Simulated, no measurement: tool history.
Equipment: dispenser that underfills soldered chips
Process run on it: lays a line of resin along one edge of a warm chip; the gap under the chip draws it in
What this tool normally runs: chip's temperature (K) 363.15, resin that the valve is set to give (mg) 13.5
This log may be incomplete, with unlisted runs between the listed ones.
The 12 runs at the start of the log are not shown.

| run | hour | chip's temperature (K) | resin that the valve is set to give (mg) | time until the resin shows at the far edge (s) | resin that the valve gave (mg) |
|---|---|---|---|---|---|
| 13 | 38.6 | 363.15 | 13.5 | 28.2 | 13.01 |
| 14 | 43.1 | 363.15 | 13.5 | 36.3 | 12.97 |
| 15 | 45.2 | 364.15 | 13.5 | 38.6 | 12.97 |
|  | 45.9 | new syringe of resin |
| 16 | 47.7 | 358.15 | 13.5 | 28.1 | 12.91 |
| 17 | 52.3 | 358.15 | 13.5 | 36.5 | 12.92 |
| 18 | 55.5 | 358.15 | 13.5 | 43.4 | 12.82 |
|  | 59.1 | new syringe of resin |
| 19 | 59.1 | 358.15 | 16.6 | 24.0 | 15.78 |
| 20 | 62.5 | 357.15 | 15.1 | 31.9 | 14.36 |
| 21 | 66.4 | 354.15 | 15.5 | 44.7 | 14.72 |
| 22 | 70.8 | 372.15 | 12.9 | 27.1 | 12.23 |
|  | 72.6 | new syringe of resin |
| 23 | 75.0 | 360.15 | 13.8 | 26.6 | 13.04 |
| 24 | 78.9 | 360.15 | 13.8 | 32.6 | 13.05 |
| 25 | 80.9 | 367.15 | 11.7 | 28.6 | 11.09 |
| 26 | 83.8 | 365.15 | 11.6 | 36.4 | 10.99 |
|  | 86.0 | new syringe of resin |
| 27 | 87.7 | 365.15 | 11.6 | 22.5 | 10.96 |
| 28 | 91.5 | 354.15 | 11.8 | 43.1 | 11.08 |
| 29 | 93.8 | 352.15 | 12.6 | 51.6 | 11.84 |
| 30 | 96.9 | 359.15 | 15.3 | 43.0 | 14.44 |
|  | 99.2 | new syringe of resin |
| 31 | 101.6 | 359.15 | 15.3 | 26.8 | 14.46 |
| 32 | 104.6 | 375.15 | 14.9 | 16.3 | 14.05 |
| 33 | 108.7 | 366.15 | 15.3 | 29.3 | 14.26 |
|  | 111.5 | dispensing valve cleaned and set on the balance |
|  | 113.7 | new syringe of resin |
| 34 | 114.6 | 363.15 | 13.9 | 20.9 | 14.06 |
| 35 | 118.9 | 363.15 | 13.9 | 26.2 | 13.87 |

Branching from run 35: 5 alternative next runs. What would each branch give?
| A | 122.0 | 349.15 | 13.9 | ? | ? |
| B | 122.0 | 365.15 | 13.2 | ? | ? |
| C | 122.0 | 362.15 | 14.2 | ? | ? |
| D | 122.0 | 368.15 | 15.8 | ? | ? |
| E | 122.0 | 348.15 | 17.3 | ? | ? |

| run | time until the resin shows at the far edge (s) | resin that the valve gave (mg) |
|---|---|---|
| A | 57.4 | 13.91 |
| B | 28.4 | 13.25 |
| C | 31.9 | 14.15 |
| D | 24.0 | 15.82 |
| E | 58.9 | 17.26 |
Had the tool no hidden state, the same runs would have come out as:
| run | time until the resin shows at the far edge (s) | resin that the valve gave (mg) |
|---|---|---|
| A | 39.6 | 13.93 |
| B | 19.6 | 13.26 |
| C | 22.0 | 14.17 |
| D | 16.4 | 15.84 |
| E | 40.5 | 17.28 |

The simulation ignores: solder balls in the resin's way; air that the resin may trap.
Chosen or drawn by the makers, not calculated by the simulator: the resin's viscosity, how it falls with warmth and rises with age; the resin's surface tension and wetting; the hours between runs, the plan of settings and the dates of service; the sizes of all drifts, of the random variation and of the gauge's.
